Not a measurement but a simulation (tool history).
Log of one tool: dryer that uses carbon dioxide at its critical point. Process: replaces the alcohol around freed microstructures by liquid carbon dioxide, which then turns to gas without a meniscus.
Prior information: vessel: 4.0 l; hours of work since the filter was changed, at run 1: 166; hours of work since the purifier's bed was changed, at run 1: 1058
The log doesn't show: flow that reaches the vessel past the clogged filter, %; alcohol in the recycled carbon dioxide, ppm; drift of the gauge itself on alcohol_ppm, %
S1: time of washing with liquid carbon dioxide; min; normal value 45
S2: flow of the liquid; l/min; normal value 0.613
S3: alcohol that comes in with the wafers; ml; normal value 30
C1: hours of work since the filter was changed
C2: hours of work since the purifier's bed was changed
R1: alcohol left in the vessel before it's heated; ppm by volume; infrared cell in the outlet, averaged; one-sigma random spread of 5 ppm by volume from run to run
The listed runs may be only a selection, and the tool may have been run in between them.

run    hour  S1     S2   S3   C1    C2   R1
  1       0  45  0.613   30  166  1058  188
  2    23.4  45  0.613   30  181  1073  187
  3      64  45  0.613   30  207  1099  189
  4   102.3  45  0.613   30  231  1124  206
  5   133.8  45  0.375   30  251  1144  493
  6   163.1  45  0.375   30  270  1162  505
        174  -- purifier's bed changed
  7   186.8  45  0.375   30  283     8  360
  8   212.7  45  0.375   30  299    25  384
  9   239.4  45  0.613   30  316    42   76
 10   258.6  45  0.613   30  329    54   77
 11     291  45  0.613   30  349    74   78
 12   309.8  45  0.613   30  361    86   73
 13   330.4  45  0.613   30  374   100   83
 14   353.3  45  0.613   30  389   114   88
 15   375.4  45  0.613   30  403   128   88
 16   399.9  45  0.613   30  418   144   90
 17   439.5  45  0.613   30  444   169  103
 18   457.3  45  0.613   30  455   180  101
 19   483.1  45  0.613   30  471   197  111
 20   511.3  45  0.613  116  489   215  347
      533.9  -- inlet filter changed
 21   548.6  30  0.613  116    9   238  824
 22     587  30  0.613  116   34   262  861
 23   607.1  30  0.613  116   47   275  854
 24   634.7  30  0.613  116   64   293  862
 25   670.8  30  0.613  116   87   316  898
 26   707.7  35  0.443   62  111   339  841
 27   730.8  35  0.443   62  125   354  862
 28   752.9  35  0.443   62  139   368  892
 29   772.5  47  0.613   22  152   380   87
 30   803.4  31   0.73   22  171   400  141
 31   827.5  31   0.73   22  187   415  152
 32   865.3  49   0.89   30  211   439   58
 33   882.3  29  1.007   24  222   450   89
 34   912.6  40  0.996   30  241   469   79
 35     930  59  0.702   95  252   480   89
 36   961.5  59  0.702   95  272   500   89
 37   988.9  56  0.799   30  289   518   73
 38  1007.3  56  0.799   30  301   530   76
 39  1046.8  56  0.799   30  326   555   73
 40    1066  56  0.799   30  339   567   71
 41  1083.2  56  0.799   30  350   578   90
 42  1118.7  45  0.613   68  372   601  224
 43  1139.4  71  0.695   30  385   614   86
 44  1159.9  39  0.695   30  398   627  167
 45  1178.2  37  0.571   30  410   638  296
 46    1215  37  0.571   30  433   662  311
 47  1234.5  58  0.595   23  446   674  119

Measured less the same run without the tool's hidden state. The same run-to-run variation is in both; the gauge's scatter may not be:
run    R1
  1  +150
  2  +154
  3  +156
  4  +164
  5  +239
  6  +249
  7  +105
  8  +116
  9   +32
 10   +35
 11   +41
 12   +43
 13   +47
 14   +51
 15   +55
 16   +59
 17   +66
 18   +68
 19   +73
 20  +223
 21   +48
 22   +76
 23   +89
 24  +108
 25  +138
 26  +140
 27  +156
 28  +171
 29   +58
 30   +72
 31   +77
 32   +58
 33   +68
 34   +64
 35   +71
 36   +73
 37   +69
 38   +70
 39   +73
 40   +71
 41   +77
 42  +151
 43   +82
 44  +120
 45  +176
 46  +190
 47   +99
